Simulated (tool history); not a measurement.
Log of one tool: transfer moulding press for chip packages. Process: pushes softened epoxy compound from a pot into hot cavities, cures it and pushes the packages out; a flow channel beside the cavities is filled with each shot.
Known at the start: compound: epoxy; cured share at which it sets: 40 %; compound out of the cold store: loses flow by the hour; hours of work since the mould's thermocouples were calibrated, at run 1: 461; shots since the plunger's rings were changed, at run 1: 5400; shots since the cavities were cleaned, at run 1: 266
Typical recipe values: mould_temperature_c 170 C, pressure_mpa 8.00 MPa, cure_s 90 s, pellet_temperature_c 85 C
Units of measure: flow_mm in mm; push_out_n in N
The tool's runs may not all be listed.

run	hour	mould_temperature_c	pressure_mpa	cure_s	pellet_temperature_c	hours of work since the mould's thermocouples were calibrated	shots since the plunger's rings were changed	shots since the cavities were cleaned	incoming compound's hours out of the cold store	flow_mm	push_out_n
1	0.0	170	8.00	90	85	461	5400	266	30.0	878	498
2	41.1	170	8.00	79	85	491	5989	855	33.1	862	894
# hour 50.7: cavities cleaned with cleaning compound and waxed
# hour 75.2: plunger's sealing rings changed
3	93.3	170	8.00	90	85	525	259	575	10.4	984	634
# hour 123.4: cavities cleaned with cleaning compound and waxed
4	149.1	170	8.00	90	85	565	1038	368	15.2	964	549
5	174.6	170	8.00	90	85	583	1404	734	32.6	926	662
# hour 193.8: cavities cleaned with cleaning compound and waxed
6	230.5	170	8.00	90	85	622	2183	525	36.3	908	572
7	257.9	170	8.00	75	85	642	2577	919	43.2	881	978
# hour 264.0: cavities cleaned with cleaning compound and waxed
8	306.2	170	8.00	75	85	676	3247	605	12.9	942	944
# hour 334.1: cavities cleaned with cleaning compound and waxed
9	359.3	170	7.01	90	85	713	3988	363	25.1	858	589
# hour 404.1: cavities cleaned with cleaning compound and waxed
10	408.7	170	8.00	90	85	748	4674	67	33.1	885	452
11	443.1	170	8.00	90	85	773	5167	560	26.1	894	638
# hour 473.5: mould's thermocouples calibrated
# hour 475.0: cavities cleaned with cleaning compound and waxed
12	483.8	170	7.17	90	85	6	5700	127	39.5	817	422
# hour 535.4: plunger's sealing rings changed
13	537.3	170	6.06	90	85	43	26	858	15.8	842	634
# hour 544.7: cavities cleaned with cleaning compound and waxed
14	575.1	170	7.56	90	85	70	547	436	30.4	903	531
# hour 614.2: cavities cleaned with cleaning compound and waxed
15	622.2	170	7.56	90	85	103	1200	114	33.1	883	400
16	661.4	167	7.34	73	79	131	1762	676	20.8	909	1188
# hour 683.6: cavities cleaned with cleaning compound and waxed
17	691.2	167	7.34	73	91	151	2168	109	39.7	870	793
18	719.9	170	7.34	105	91	172	2579	520	37.0	857	433
# hour 750.7: cavities cleaned with cleaning compound and waxed
19	762.4	170	9.79	90	85	202	3168	169	15.6	1031	470
20	787.3	170	9.79	90	85	220	3524	525	14.7	1023	572
# hour 818.3: cavities cleaned with cleaning compound and waxed
21	820.0	170	8.00	129	82	242	3972	26	17.5	920	265
22	858.6	170	8.00	90	93	270	4525	579	44.1	862	564
# hour 887.0: cavities cleaned with cleaning compound and waxed
23	890.8	170	8.00	90	93	292	4965	55	17.4	906	413
24	916.2	168	7.02	90	93	311	5329	419	17.0	851	628
# hour 954.5: cavities cleaned with cleaning compound and waxed
25	956.7	168	7.02	90	93	339	5888	31	23.8	842	430
# hour 996.1: plunger's sealing rings changed
26	1010.1	170	6.72	90	85	376	200	760	39.3	842	605
# hour 1024.8: cavities cleaned with cleaning compound and waxed
27	1035.8	170	6.72	90	85	393	547	157	40.9	835	443
28	1068.4	170	8.00	100	85	417	1015	625	8.9	971	512

Below are 3 alternative next runs, each starting from the tool's condition after run 28. Predict each:
# hour 1092.5: cavities cleaned with cleaning compound and waxed
A	1113.5	170	8.00	100	91	448	1640	301	26.3	?	?
# hour 1092.5: cavities cleaned with cleaning compound and waxed
B	1113.5	165	6.84	90	85	448	1640	301	46.5	?	?
# hour 1092.5: cavities cleaned with cleaning compound and waxed
C	1113.5	170	6.64	100	94	448	1640	301	30.3	?	?

run	flow_mm	push_out_n
A	927	427
B	844	715
C	832	411
Without the tool's hidden state the same runs would have given:
run	flow_mm	push_out_n
A	943	299
B	858	484
C	846	288
